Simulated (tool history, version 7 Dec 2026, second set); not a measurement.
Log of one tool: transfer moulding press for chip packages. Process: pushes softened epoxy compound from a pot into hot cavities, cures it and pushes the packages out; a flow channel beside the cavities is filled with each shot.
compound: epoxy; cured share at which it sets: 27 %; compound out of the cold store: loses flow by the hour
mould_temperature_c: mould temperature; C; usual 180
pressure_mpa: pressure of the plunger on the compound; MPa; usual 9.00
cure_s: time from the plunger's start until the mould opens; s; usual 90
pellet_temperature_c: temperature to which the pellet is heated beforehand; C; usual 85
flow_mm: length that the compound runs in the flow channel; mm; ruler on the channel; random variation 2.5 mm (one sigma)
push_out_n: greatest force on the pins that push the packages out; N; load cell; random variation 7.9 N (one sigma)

run   hour  mould_temperature_c  pressure_mpa  cure_s  pellet_temperature_c  incoming compound's hours out of the cold store  flow_mm  push_out_n
  1    0.0                  180          9.00      90                    85                                             27.0      584         533
      18.2  -- cavities cleaned with cleaning compound and waxed
  2   19.4                  180          9.00      90                    94                                             30.6      568         394
  3   33.4                  180          9.00      90                    94                                             19.2      622         474
  4   48.8                  180          9.00      90                    94                                             41.7      514         516
  5   64.6                  180          9.00     104                    85                                             43.6      508         452
      75.1  -- cavities cleaned with cleaning compound and waxed
  6   88.1                  180          9.98      90                    85                                             23.1      633         483
  7  106.2                  180          9.98      90                    85                                             32.0      593         551
  8  121.7                  175          9.98      90                    85                                             18.0      671         905
     132.2  -- cavities cleaned with cleaning compound and waxed
  9  144.5                  175          9.98      90                    85                                             41.9      549         644
 10  167.8                  175          9.98      90                    85                                             16.9      679         835
 11  178.3                  175          9.98      90                    85                                             40.6      557         791
     189.2  -- cavities cleaned with cleaning compound and waxed
 12  197.3                  180          9.98     124                    85                                             11.8      686         315
 13  219.9                  180          9.98     124                    85                                             11.0      690         383
 14  235.6                  173          7.81      80                    80                                             42.8      484        1129
     246.5  -- cavities cleaned with cleaning compound and waxed
 15  258.3                  173          7.81      80                    80                                             25.7      555         960

4 ways to go on from here, each from the tool as it stands after run 15. What would each give?
     275.8  -- mould's thermocouples calibrated
  A  281.7                  174          7.90      80                    80                                             20.8        ?           ?
     275.8  -- mould's thermocouples calibrated
  B  281.7                  173          7.81      80                    80                                             31.9        ?           ?
     275.8  -- mould's thermocouples calibrated
  C  281.7                  180          7.55      90                    90                                             42.9        ?           ?
     275.8  -- mould's thermocouples calibrated
  D  281.7                  188          8.85     109                    85                                             35.1        ?           ?

run  flow_mm  push_out_n
  A      575        1094
  B      524        1032
  C      452         512
  D      507         358
Without the tool's hidden state the same runs would have given:
run  flow_mm  push_out_n
  A      615         737
  B      560         694
  C      484         345
  D      543         243
